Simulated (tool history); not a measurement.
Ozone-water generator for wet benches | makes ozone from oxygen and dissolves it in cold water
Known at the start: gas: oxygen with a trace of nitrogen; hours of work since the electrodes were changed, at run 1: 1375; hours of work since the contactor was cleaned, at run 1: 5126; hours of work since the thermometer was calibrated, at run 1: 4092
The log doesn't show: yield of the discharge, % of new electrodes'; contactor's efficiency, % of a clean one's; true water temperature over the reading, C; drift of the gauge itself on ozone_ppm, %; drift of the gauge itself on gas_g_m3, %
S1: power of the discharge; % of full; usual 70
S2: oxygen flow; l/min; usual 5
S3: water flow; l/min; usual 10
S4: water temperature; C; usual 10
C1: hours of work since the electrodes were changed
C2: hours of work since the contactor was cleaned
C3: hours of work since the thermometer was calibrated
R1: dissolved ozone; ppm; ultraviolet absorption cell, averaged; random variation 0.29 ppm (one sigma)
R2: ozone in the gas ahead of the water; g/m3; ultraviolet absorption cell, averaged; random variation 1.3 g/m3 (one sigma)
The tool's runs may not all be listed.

Run 1, hour 0: usual settings; C1 1375; C2 5126; C3 4092. Result: R1 44.3 ppm, R2 233 g/m3.
Run 2, hour 41.5: usual settings; C1 1403; C2 5153; C3 4119. Result: R1 44.6 ppm, R2 231.3 g/m3.
Run 3, hour 91.8: usual settings; C1 1436; C2 5187; C3 4153. Result: R1 44.5 ppm, R2 233.2 g/m3.
At hour 135.6: water thermometer calibrated.
Run 4, hour 155.8: usual settings but S4 14 C; C1 1478; C2 5228; C3 13. Result: R1 41.3 ppm, R2 233.3 g/m3.
Run 5, hour 221: usual settings but S4 14 C; C1 1521; C2 5272; C3 56. Result: R1 41.3 ppm, R2 233.3 g/m3.
Run 6, hour 310.9: usual settings but S4 14 C; C1 1580; C2 5331; C3 116. Result: R1 40.7 ppm, R2 230.6 g/m3.
Run 7, hour 386.5: usual settings but S4 14 C; C1 1630; C2 5381; C3 166. Result: R1 41.7 ppm, R2 233 g/m3.
Run 8, hour 433.8: usual settings but S3 16 l/min; C1 1661; C2 5412; C3 197. Result: R1 29.9 ppm, R2 232.8 g/m3.
Run 9, hour 474.4: usual settings; C1 1688; C2 5439; C3 224. Result: R1 44.1 ppm, R2 234.4 g/m3.
Run 10, hour 545: usual settings; C1 1735; C2 5485; C3 270. Result: R1 43.9 ppm, R2 233.4 g/m3.
Run 11, hour 602.1: usual settings but S4 5 C; C1 1772; C2 5523; C3 308. Result: R1 48 ppm, R2 231.4 g/m3.
Run 12, hour 671.2: usual settings but S4 5 C; C1 1818; C2 5569; C3 354. Result: R1 48 ppm, R2 233.7 g/m3.
Run 13, hour 722.8: usual settings but S4 5 C; C1 1852; C2 5603; C3 388. Result: R1 47.8 ppm, R2 231.2 g/m3.
Run 14, hour 808.4: usual settings but S4 5 C; C1 1909; C2 5659; C3 444. Result: R1 47.5 ppm, R2 229.6 g/m3.
Run 15, hour 872: usual settings but S4 5 C; C1 1951; C2 5701; C3 486. Result: R1 48.2 ppm, R2 230.5 g/m3.
Run 16, hour 925.7: usual settings but S4 5 C; C1 1986; C2 5737; C3 522. Result: R1 47.6 ppm, R2 232.4 g/m3.
Run 17, hour 989.1: usual settings but S4 5 C; C1 2028; C2 5779; C3 563. Result: R1 48.3 ppm, R2 232.7 g/m3.
Run 18, hour 1061.2: usual settings but S1 78 % of full, S4 5 C; C1 2075; C2 5826; C3 611. Result: R1 50.5 ppm, R2 244.6 g/m3.
Run 19, hour 1129.2: usual settings but S2 5.7 l/min, S3 15 l/min, S4 6 C; C1 2120; C2 5871; C3 656. Result: R1 33.3 ppm, R2 214.5 g/m3.
Run 20, hour 1222.5: usual settings but S3 9 l/min, S4 14 C; C1 2182; C2 5933; C3 717. Result: R1 43.5 ppm, R2 233.7 g/m3.
Run 21, hour 1304.2: usual settings but S3 9 l/min, S4 14 C; C1 2236; C2 5987; C3 771. Result: R1 43.6 ppm, R2 231.6 g/m3.
Run 22, hour 1350.2: usual settings but S3 12 l/min; C1 2266; C2 6017; C3 802. Result: R1 37.7 ppm, R2 231.5 g/m3.
Run 23, hour 1397.2: usual settings but S3 12 l/min; C1 2297; C2 6048; C3 833. Result: R1 38.1 ppm, R2 231.2 g/m3.
Run 24, hour 1457.3: usual settings but S1 44 % of full, S2 7.22 l/min, S3 6 l/min, S4 14 C; C1 2337; C2 6088; C3 872. Result: R1 38 ppm, R2 147.6 g/m3.
Run 25, hour 1542.8: usual settings but S1 60 % of full, S2 3.31 l/min, S3 6 l/min, S4 5 C; C1 2393; C2 6144; C3 929. Result: R1 65.4 ppm, R2 270.6 g/m3.
Run 26, hour 1605.9: usual settings but S1 67 % of full, S2 7.15 l/min, S3 9 l/min, S4 8 C; C1 2435; C2 6186; C3 971. Result: R1 44.4 ppm, R2 181.6 g/m3.
Run 27, hour 1653: usual settings but S1 75 % of full, S2 2.61 l/min, S3 15 l/min, S4 8 C; C1 2466; C2 6217; C3 1002. Result: R1 32.6 ppm, R2 352.1 g/m3.
Run 28, hour 1742.3: usual settings but S1 90 % of full, S2 8.77 l/min, S3 11 l/min, S4 11 C; C1 2525; C2 6276; C3 1061. Result: R1 40.8 ppm, R2 187.3 g/m3.
Run 29, hour 1786.6: usual settings but S1 96 % of full, S2 3.19 l/min, S3 9 l/min, S4 11 C; C1 2554; C2 6305; C3 1090. Result: R1 56.3 ppm, R2 352.7 g/m3.
Run 30, hour 1864.9: usual settings but S1 54 % of full, S2 3.19 l/min, S3 9 l/min, S4 9 C; C1 2606; C2 6357; C3 1142. Result: R1 43.3 ppm, R2 264.1 g/m3.
Run 31, hour 1960.1: usual settings but S1 55 % of full, S2 3.11 l/min, S3 9 l/min, S4 9 C; C1 2669; C2 6420; C3 1204. Result: R1 44 ppm, R2 269.4 g/m3.
Run 32, hour 2037: usual settings but S1 87 % of full, S2 3.12 l/min, S3 8 l/min, S4 8 C; C1 2720; C2 6470; C3 1255. Result: R1 61.3 ppm, R2 340.7 g/m3.
Run 33, hour 2108.1: usual settings but S1 87 % of full, S2 3.12 l/min, S3 8 l/min, S4 8 C; C1 2767; C2 6517; C3 1302. Result: R1 61 ppm, R2 337.9 g/m3.

Forecast each of these 4 alternatives for the next run:
Run A, hour 2164.5: usual settings but S1 92 % of full, S2 3.12 l/min, S3 8 l/min, S4 8 C; C1 2804; C2 6554; C3 1339. Result: R1 ?, R2 ?.
Run B, hour 2164.5: usual settings but S1 87 % of full, S2 3.12 l/min, S3 8 l/min, S4 7 C; C1 2804; C2 6554; C3 1339. Result: R1 ?, R2 ?.
Run C, hour 2164.5: usual settings but S1 72 % of full, S2 8.98 l/min, S4 15 C; C1 2804; C2 6554; C3 1339. Result: R1 ?, R2 ?.
Run D, hour 2164.5: usual settings but S4 5 C; C1 2804; C2 6554; C3 1339. Result: R1 ?, R2 ?.

run    R1     R2
  A  62.6    347
  B  61.9    342
  C  34.8  162.6
  D  47.1    228
Without the tool's hidden state the same runs would have given:
run    R1     R2
  A  66.7    363
  B  65.8  357.5
  C    37  169.3
  D  50.1  237.2
